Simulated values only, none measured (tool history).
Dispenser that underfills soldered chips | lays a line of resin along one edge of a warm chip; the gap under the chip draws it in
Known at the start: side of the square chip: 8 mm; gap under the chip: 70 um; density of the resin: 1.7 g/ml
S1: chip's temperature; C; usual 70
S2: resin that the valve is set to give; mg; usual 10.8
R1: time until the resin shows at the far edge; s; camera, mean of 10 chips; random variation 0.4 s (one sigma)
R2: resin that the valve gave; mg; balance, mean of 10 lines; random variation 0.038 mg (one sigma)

run,hour,S1,S2,R1,R2
1,0,70,10.8,36.5,10.2
2,4.1,70,10.8,45.2,10.28
# hour 6.1: new syringe of resin
3,11.7,70,10.8,36,10.14
# hour 17.8: new syringe of resin
4,20.2,70,10.8,29.3,10.18
5,27.7,70,10.5,45.5,9.89
# hour 29.4: new syringe of resin
6,34.6,70,10.5,35.7,9.79
# hour 41.1: new syringe of resin
7,42.6,70,10.5,29.4,9.72
# hour 46.2: dispensing valve cleaned and set on the balance
8,49.7,70,10.8,39.6,10.76
# hour 53.9: new syringe of resin
9,58.1,70,10.8,34.1,10.73
10,62.8,70,11.9,43,11.88
# hour 65.3: new syringe of resin
11,66.9,70,11.9,27.5,11.8
12,71.2,70,11.9,34.6,11.78
# hour 76.8: new syringe of resin
13,76.8,66,11.5,31.8,11.37
14,81.1,81,9.2,20.7,9.08
# hour 88.4: new syringe of resin
15,90.3,65,9.4,38.5,9.27
16,98.2,60,11.2,73.2,10.97
# hour 99.8: new syringe of resin
17,102.2,60,11.2,46.6,10.91
18,106.1,64,13.8,49.1,13.44
# hour 111.3: new syringe of resin
19,114.4,64,13.8,40.2,13.42
# hour 123: new syringe of resin
20,123.1,72,13.5,23.2,13.08
21,127.3,70,11.5,32.5,11.13

5 ways to go on from here, each from the tool as it stands after run 21. What would each give?
# hour 134.7: new syringe of resin
A,135.6,67,9.7,?,?
# hour 134.7: new syringe of resin
B,135.6,80,11.5,?,?
# hour 134.7: new syringe of resin
C,135.6,78,9.3,?,?
# hour 134.7: new syringe of resin
D,135.6,55,10.8,?,?
# hour 134.7: new syringe of resin
E,135.6,61,9.5,?,?

run,R1,R2
A,33.6,9.35
B,17.7,11.06
C,20.2,8.99
D,57.7,10.4
E,43.6,9.14
Without the tool's hidden state the same runs would have given:
run,R1,R2
A,32.1,9.71
B,17,11.49
C,19.2,9.33
D,55.4,10.8
E,41.6,9.49

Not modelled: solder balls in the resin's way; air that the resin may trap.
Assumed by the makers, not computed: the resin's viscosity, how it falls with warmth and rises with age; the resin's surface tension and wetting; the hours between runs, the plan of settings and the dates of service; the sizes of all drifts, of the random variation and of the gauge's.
